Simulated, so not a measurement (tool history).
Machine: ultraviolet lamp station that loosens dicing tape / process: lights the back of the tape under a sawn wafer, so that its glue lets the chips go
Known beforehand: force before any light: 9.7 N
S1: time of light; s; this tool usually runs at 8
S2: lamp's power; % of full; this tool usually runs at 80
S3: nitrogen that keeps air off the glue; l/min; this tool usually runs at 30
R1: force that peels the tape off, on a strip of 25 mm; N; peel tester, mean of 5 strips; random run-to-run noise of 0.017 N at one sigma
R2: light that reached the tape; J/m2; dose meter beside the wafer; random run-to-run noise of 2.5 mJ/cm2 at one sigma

| run | hour | S1 | S2 | S3 | R1 | R2 |
|---|---|---|---|---|---|---|
| 1 | 0.0 | 8 | 80 | 30 | 0.914 | 2810 |
| 2 | 10.8 | 8 | 80 | 30 | 0.886 | 2850 |
| 3 | 16.5 | 8 | 85 | 30 | 0.782 | 3020 |
| 4 | 22.6 | 8 | 85 | 30 | 0.793 | 2960 |
| 5 | 34.1 | 8 | 80 | 30 | 0.927 | 2800 |
| 6 | 41.7 | 9 | 80 | 30 | 0.704 | 3120 |
| 7 | 49.0 | 9 | 80 | 30 | 0.743 | 3140 |
| 8 | 58.3 | 8 | 80 | 30 | 0.925 | 2790 |
| 9 | 69.9 | 8 | 80 | 30 | 0.937 | 2780 |
| 10 | 81.0 | 8 | 74 | 30 | 1.156 | 2520 |
| 11 | 89.6 | 12 | 80 | 30 | 0.373 | 4070 |
| 12 | 102.8 | 8 | 80 | 10 | 1.828 | 2760 |
| 13 | 113.1 | 10 | 80 | 30 | 0.600 | 3360 |
| 14 | 122.7 | 5 | 80 | 30 | 2.291 | 1750 |
| 15 | 130.7 | 5 | 80 | 30 | 2.318 | 1710 |
| 16 | 137.3 | 5 | 80 | 30 | 2.263 | 1660 |
| 17 | 144.1 | 5 | 80 | 30 | 2.326 | 1650 |
| 18 | 156.8 | 8 | 100 | 30 | 0.616 | 3340 |
| 19 | 163.9 | 8 | 100 | 30 | 0.620 | 3360 |
| 20 | 170.9 | 8 | 100 | 30 | 0.612 | 3320 |
| 21 | 183.7 | 8 | 100 | 18 | 0.881 | 3330 |
| 22 | 191.0 | 8 | 80 | 30 | 1.066 | 2580 |
| 23 | 198.7 | 8 | 80 | 30 | 1.080 | 2620 |
| 24 | 209.0 | 9 | 78 | 30 | 0.881 | 2870 |
| 25 | 220.0 | 9 | 78 | 30 | 0.894 | 2860 |
|  | 228.9 | window cleaned of glue's vapour |
| 26 | 228.9 | 10 | 80 | 17 | 0.993 | 3190 |
| 27 | 239.0 | 5 | 80 | 37 | 2.272 | 1630 |
| 28 | 247.4 | 5 | 80 | 37 | 2.358 | 1610 |
| 29 | 258.1 | 14 | 78 | 43 | 0.255 | 4240 |
| 30 | 270.8 | 8 | 62 | 26 | 1.950 | 1920 |
| 31 | 280.7 | 8 | 68 | 45 | 1.349 | 2130 |
| 32 | 286.7 | 14 | 80 | 12 | 0.590 | 4370 |
| 33 | 295.2 | 7 | 98 | 40 | 0.909 | 2660 |
|  | 296.7 | window cleaned of glue's vapour, once more |
| 34 | 308.0 | 7 | 98 | 40 | 0.658 | 2990 |
| 35 | 315.8 | 9 | 79 | 44 | 0.580 | 3140 |
| 36 | 328.3 | 8 | 65 | 29 | 1.513 | 2260 |
| 37 | 340.9 | 8 | 72 | 30 | 1.166 | 2470 |
| 38 | 352.6 | 8 | 72 | 30 | 1.185 | 2470 |
| 39 | 362.6 | 8 | 72 | 30 | 1.212 | 2500 |
| 40 | 371.0 | 8 | 72 | 30 | 1.162 | 2490 |
| 41 | 376.4 | 8 | 81 | 9 | 1.884 | 2730 |
| 42 | 385.6 | 8 | 81 | 9 | 1.807 | 2780 |
| 43 | 392.1 | 8 | 81 | 9 | 1.912 | 2800 |
| 44 | 399.5 | 8 | 81 | 9 | 1.824 | 2760 |

Here are 3 independent what-if runs from the current tool condition. What would each one return?
| A | 407.1 | 6 | 81 | 9 | ? | ? |
| B | 407.1 | 7 | 97 | 18 | ? | ? |
| C | 407.1 | 5 | 95 | 25 | ? | ? |

| run | R1 | R2 |
|---|---|---|
| A | 2.860 | 2080 |
| B | 1.177 | 2880 |
| C | 1.996 | 2020 |
What these runs would have given with no unlogged condition in the tool:
| run | R1 | R2 |
|---|---|---|
| A | 2.565 | 2270 |
| B | 0.985 | 3140 |
| C | 1.733 | 2200 |
